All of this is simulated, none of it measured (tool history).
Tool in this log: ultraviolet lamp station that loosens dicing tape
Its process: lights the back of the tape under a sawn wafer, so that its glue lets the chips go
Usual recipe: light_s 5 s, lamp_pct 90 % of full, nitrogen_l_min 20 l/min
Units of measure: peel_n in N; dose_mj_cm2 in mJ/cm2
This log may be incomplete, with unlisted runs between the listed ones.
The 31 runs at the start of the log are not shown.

{"run": 32, "hour": 902.9, "light_s": 6, "lamp_pct": 66, "nitrogen_l_min": 20, "peel_n": 0.592, "dose_mj_cm2": 372}
{"run": 33, "hour": 935.3, "light_s": 5, "lamp_pct": 70, "nitrogen_l_min": 30, "peel_n": 0.606, "dose_mj_cm2": 326}
{"run": 34, "hour": 967.6, "light_s": 5, "lamp_pct": 70, "nitrogen_l_min": 30, "peel_n": 0.58, "dose_mj_cm2": 325}
{"run": 35, "hour": 986.1, "light_s": 5, "lamp_pct": 70, "nitrogen_l_min": 30, "peel_n": 0.604, "dose_mj_cm2": 321}
{"run": 36, "hour": 1021.1, "light_s": 5, "lamp_pct": 86, "nitrogen_l_min": 9, "peel_n": 0.903, "dose_mj_cm2": 395}
{"run": 37, "hour": 1059.4, "light_s": 3, "lamp_pct": 72, "nitrogen_l_min": 16, "peel_n": 1.441, "dose_mj_cm2": 195}
{"run": 38, "hour": 1083.7, "light_s": 6, "lamp_pct": 98, "nitrogen_l_min": 8, "peel_n": 0.626, "dose_mj_cm2": 535}
{"run": 39, "hour": 1122.3, "light_s": 2, "lamp_pct": 98, "nitrogen_l_min": 38, "peel_n": 1.182, "dose_mj_cm2": 176}
{"run": 40, "hour": 1149.6, "light_s": 2, "lamp_pct": 98, "nitrogen_l_min": 38, "peel_n": 1.18, "dose_mj_cm2": 174}

What if the next run were any one of these 5? Each begins from the tool's condition after run 40:
{"run": "A", "hour": 1185.3, "light_s": 4, "lamp_pct": 62, "nitrogen_l_min": 6, "peel_n": "?", "dose_mj_cm2": "?"}
{"run": "B", "hour": 1185.3, "light_s": 5, "lamp_pct": 75, "nitrogen_l_min": 23, "peel_n": "?", "dose_mj_cm2": "?"}
{"run": "C", "hour": 1185.3, "light_s": 9, "lamp_pct": 92, "nitrogen_l_min": 36, "peel_n": "?", "dose_mj_cm2": "?"}
{"run": "D", "hour": 1185.3, "light_s": 2, "lamp_pct": 98, "nitrogen_l_min": 38, "peel_n": "?", "dose_mj_cm2": "?"}
{"run": "E", "hour": 1185.3, "light_s": 4, "lamp_pct": 92, "nitrogen_l_min": 20, "peel_n": "?", "dose_mj_cm2": "?"}

run=A peel_n=1.923 dose_mj_cm2=220
run=B peel_n=0.64 dose_mj_cm2=334
run=C peel_n=0.226 dose_mj_cm2=752
run=D peel_n=1.163 dose_mj_cm2=175
run=E peel_n=0.712 dose_mj_cm2=327
Stripped of hidden state, with their random variation kept, the same runs would have yielded:
run=A peel_n=1.578 dose_mj_cm2=283
run=B peel_n=0.439 dose_mj_cm2=430
run=C peel_n=0.213 dose_mj_cm2=967
run=D peel_n=0.861 dose_mj_cm2=225
run=E peel_n=0.489 dose_mj_cm2=421

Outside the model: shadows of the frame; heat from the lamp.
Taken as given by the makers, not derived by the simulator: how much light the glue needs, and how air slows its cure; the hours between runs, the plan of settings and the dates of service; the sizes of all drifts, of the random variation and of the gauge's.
